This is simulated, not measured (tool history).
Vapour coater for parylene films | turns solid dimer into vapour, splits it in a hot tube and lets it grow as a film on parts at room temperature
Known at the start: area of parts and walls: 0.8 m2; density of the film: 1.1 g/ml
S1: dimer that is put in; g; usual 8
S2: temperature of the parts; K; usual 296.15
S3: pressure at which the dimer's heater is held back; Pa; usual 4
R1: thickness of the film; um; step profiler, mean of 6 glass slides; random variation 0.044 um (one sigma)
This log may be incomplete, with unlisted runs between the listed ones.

run,day,S1,S2,S3,R1
1,0,8,296.15,4,5.71
2,2.525,8,296.15,4,5.75
3,4.192,8,296.15,4,5.57
4,6.283,8,296.15,4,5.62
5,7.512,8,296.15,4,5.55
6,9.725,8,296.15,4,5.49
7,11.308,8,296.15,4,5.45
8,13.296,8,299.15,4,5.04
# day 13.483: table's thermometer calibrated
9,15.646,8,295.15,4,5.49
10,17.825,3,296.15,4,2
11,19.425,8,296.15,4,5.3
12,21.975,8,296.15,4,5.18
# day 22.912: table's thermometer calibrated, once more
13,24.029,5,290.15,2.81,4.1
# day 26.179: trap's valve overhauled
14,26.829,8,296.15,10.67,5.02
15,28.608,9,301.15,11.77,4.86
16,30.408,8,290.15,2.37,7.55
17,31.704,4,295.15,2.58,3.23
18,33.396,8,290.15,7.8,6
19,34.762,7,289.15,3.93,6.13
20,36.092,8,305.15,4,4.73
21,38.467,12,301.15,4.44,7.49

Each row is a separate what-if for the run after 21, all from the same tool condition, not one after another. Results?
A,40.821,13,290.15,2.27,?
B,40.821,4,294.15,5.41,?
C,40.821,6,296.15,4,?
D,40.821,8,296.15,3.07,?

run,R1
A,11.73
B,2.83
C,4.29
D,5.97
With the hidden condition removed and each run's random variation left untouched, the same runs would have given:
run,R1
A,12.36
B,2.98
C,4.52
D,6.29
